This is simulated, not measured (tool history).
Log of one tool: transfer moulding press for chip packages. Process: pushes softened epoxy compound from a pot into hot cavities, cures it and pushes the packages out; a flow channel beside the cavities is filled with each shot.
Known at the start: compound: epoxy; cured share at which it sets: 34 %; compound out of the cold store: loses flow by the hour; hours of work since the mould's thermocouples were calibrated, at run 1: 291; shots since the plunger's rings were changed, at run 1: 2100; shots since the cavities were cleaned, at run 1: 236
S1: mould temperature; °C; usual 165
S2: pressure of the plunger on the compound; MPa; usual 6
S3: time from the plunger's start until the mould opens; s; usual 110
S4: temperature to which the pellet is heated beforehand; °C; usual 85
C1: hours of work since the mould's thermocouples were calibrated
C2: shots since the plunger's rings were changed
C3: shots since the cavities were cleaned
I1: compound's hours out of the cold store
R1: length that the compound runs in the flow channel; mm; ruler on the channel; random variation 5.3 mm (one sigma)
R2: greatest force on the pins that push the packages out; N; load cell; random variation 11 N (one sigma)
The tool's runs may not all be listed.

{"run": 1, "hour": 0.0, "S1": 165, "S2": 6, "S3": 110, "S4": 85, "C1": 291, "C2": 2100, "C3": 236, "I1": 22.8, "R1": 530, "R2": 666}
{"run": 2, "hour": 23.8, "S1": 165, "S2": 6, "S3": 110, "S4": 85, "C1": 305, "C2": 2327, "C3": 463, "I1": 16.8, "R1": 543, "R2": 811}
{"run": 3, "hour": 47.7, "S1": 165, "S2": 6, "S3": 110, "S4": 78, "C1": 320, "C2": 2555, "C3": 691, "I1": 39.6, "R1": 466, "R2": 856}
{"run": 4, "hour": 70.2, "S1": 165, "S2": 6, "S3": 110, "S4": 78, "C1": 334, "C2": 2769, "C3": 905, "I1": 45.2, "R1": 448, "R2": 886}
{"hour": 89.0, "done": "cavities cleaned with cleaning compound and waxed"}
{"run": 5, "hour": 90.9, "S1": 165, "S2": 6, "S3": 110, "S4": 75, "C1": 346, "C2": 2952, "C3": 17, "I1": 39.5, "R1": 463, "R2": 518}
{"run": 6, "hour": 117.6, "S1": 165, "S2": 6, "S3": 110, "S4": 75, "C1": 362, "C2": 3206, "C3": 271, "I1": 48, "R1": 433, "R2": 693}
{"run": 7, "hour": 138.4, "S1": 165, "S2": 6.66, "S3": 110, "S4": 85, "C1": 375, "C2": 3405, "C3": 470, "I1": 25.3, "R1": 530, "R2": 794}
{"run": 8, "hour": 166.3, "S1": 165, "S2": 6, "S3": 110, "S4": 91, "C1": 392, "C2": 3671, "C3": 736, "I1": 47.2, "R1": 435, "R2": 835}
{"run": 9, "hour": 186.6, "S1": 165, "S2": 6, "S3": 110, "S4": 91, "C1": 405, "C2": 3864, "C3": 929, "I1": 35.1, "R1": 462, "R2": 906}
{"hour": 202.4, "done": "cavities cleaned with cleaning compound and waxed"}
{"run": 10, "hour": 220.9, "S1": 165, "S2": 6, "S3": 110, "S4": 91, "C1": 425, "C2": 4177, "C3": 176, "I1": 10.9, "R1": 527, "R2": 661}
{"run": 11, "hour": 238.5, "S1": 165, "S2": 6, "S3": 110, "S4": 91, "C1": 436, "C2": 4345, "C3": 344, "I1": 11.7, "R1": 525, "R2": 712}
{"run": 12, "hour": 275.7, "S1": 165, "S2": 6, "S3": 110, "S4": 91, "C1": 458, "C2": 4699, "C3": 698, "I1": 33.3, "R1": 463, "R2": 861}
{"run": 13, "hour": 311.0, "S1": 165, "S2": 6, "S3": 110, "S4": 91, "C1": 480, "C2": 5036, "C3": 1035, "I1": 8.3, "R1": 550, "R2": 984}
{"hour": 316.2, "done": "cavities cleaned with cleaning compound and waxed"}
{"run": 14, "hour": 346.0, "S1": 165, "S2": 6, "S3": 110, "S4": 91, "C1": 501, "C2": 5356, "C3": 285, "I1": 10.6, "R1": 522, "R2": 719}
{"run": 15, "hour": 375.6, "S1": 160, "S2": 7.27, "S3": 127, "S4": 78, "C1": 519, "C2": 5638, "C3": 567, "I1": 37.7, "R1": 489, "R2": 890}
{"run": 16, "hour": 408.7, "S1": 160, "S2": 7.27, "S3": 127, "S4": 78, "C1": 539, "C2": 5953, "C3": 882, "I1": 36.1, "R1": 496, "R2": 1010}
{"hour": 427.0, "done": "plunger's sealing rings changed"}
{"hour": 434.0, "done": "cavities cleaned with cleaning compound and waxed"}
{"run": 17, "hour": 434.0, "S1": 165, "S2": 6, "S3": 110, "S4": 92, "C1": 553, "C2": 52, "C3": 0, "I1": 36.7, "R1": 493, "R2": 536}
{"run": 18, "hour": 461.5, "S1": 165, "S2": 5.12, "S3": 110, "S4": 86, "C1": 569, "C2": 314, "C3": 262, "I1": 45.3, "R1": 428, "R2": 683}

The next listed run, before its measurement:
{"run": 19, "hour": 498.2, "S1": 163, "S2": 6, "S3": 100, "S4": 85, "C1": 592, "C2": 664, "C3": 612, "I1": 31.3, "R1": "?", "R2": "?"}

{"run 19": {"R1": 523, "R2": 1081}}
Without the tool's hidden state the same run would have given R1 529 mm, R2 618 N.

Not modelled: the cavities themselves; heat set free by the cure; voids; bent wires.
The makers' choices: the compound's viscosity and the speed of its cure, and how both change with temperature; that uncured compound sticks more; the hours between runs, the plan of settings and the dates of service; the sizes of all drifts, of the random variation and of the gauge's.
